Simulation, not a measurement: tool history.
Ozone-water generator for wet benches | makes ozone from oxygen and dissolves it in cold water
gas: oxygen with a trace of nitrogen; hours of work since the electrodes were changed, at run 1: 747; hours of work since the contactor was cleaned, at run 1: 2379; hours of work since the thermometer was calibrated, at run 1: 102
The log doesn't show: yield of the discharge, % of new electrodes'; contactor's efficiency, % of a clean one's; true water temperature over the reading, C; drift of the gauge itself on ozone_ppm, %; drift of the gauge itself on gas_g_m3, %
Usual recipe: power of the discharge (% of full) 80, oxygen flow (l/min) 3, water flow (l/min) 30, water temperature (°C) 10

run   hour  power of the discharge (% of full)  oxygen flow (l/min)  water flow (l/min)  water temperature (°C)  hours of work since the electrodes were changed  hours of work since the contactor was cleaned  hours of work since the thermometer was calibrated  dissolved ozone (ppm)  ozone in the gas ahead of the water (g/m3)
  1      0                                  80                    3                  30                      10                                              747                                           2379                                                 102                   18.2                                       273.1
  2     27                                  80                    3                  30                      10                                              764                                           2396                                                 120                     18                                       272.4
  3   53.3                                  80                    3                  30                      10                                              781                                           2413                                                 137                   18.4                                       271.5
  4   84.1                                  46                    3                  30                      10                                              801                                           2433                                                 156                   10.8                                       165.3
  5  114.9                                  46                    3                  30                      10                                              820                                           2452                                                 176                   10.8                                       164.2
  6  148.9                                  80                    3                  30                      10                                              842                                           2474                                                 198                   18.4                                       273.1
  7  186.6                                  80                    3                  30                      10                                              866                                           2498                                                 222                   18.1                                       272.5
  8    218                                  62                    3                  38                      10                                              886                                           2518                                                 242                   11.1                                         214
  9  238.5                                  74                    3                  27                      10                                              900                                           2532                                                 255                   18.7                                         252
 10  257.7                                  80                    3                  21                      11                                              912                                           2544                                                 268                   25.8                                       274.2
 11  297.6                                  77                 3.79                  21                      11                                              937                                           2569                                                 293                   25.1                                       230.9

5 ways to go on from here, each from the tool as it stands after run 11. What would each give?
  A  328.2                                  80                 3.52                  30                      10                                              957                                           2589                                                 313                      ?                                           ?
  B  328.2                                  42                 1.56                  27                      10                                              957                                           2589                                                 313                      ?                                           ?
  C  328.2                                  80                 1.97                  37                       9                                              957                                           2589                                                 313                      ?                                           ?
  D  328.2                                  73                 4.33                  30                      10                                              957                                           2589                                                 313                      ?                                           ?
  E  328.2                                  54                 3.79                  21                      11                                              957                                           2589                                                 313                      ?                                           ?

run  dissolved ozone (ppm)  ozone in the gas ahead of the water (g/m3)
  A                   18.7                                       245.5
  B                    9.3                                       218.3
  C                   12.8                                       344.5
  D                   17.8                                         201
  E                   18.5                                       165.5
With no hidden state in the tool, these same runs would have given:
run  dissolved ozone (ppm)  ozone in the gas ahead of the water (g/m3)
  A                   19.7                                       252.6
  B                    9.6                                       221.2
  C                   13.5                                       354.5
  D                   18.6                                       206.4
  E                   19.1                                       168.7

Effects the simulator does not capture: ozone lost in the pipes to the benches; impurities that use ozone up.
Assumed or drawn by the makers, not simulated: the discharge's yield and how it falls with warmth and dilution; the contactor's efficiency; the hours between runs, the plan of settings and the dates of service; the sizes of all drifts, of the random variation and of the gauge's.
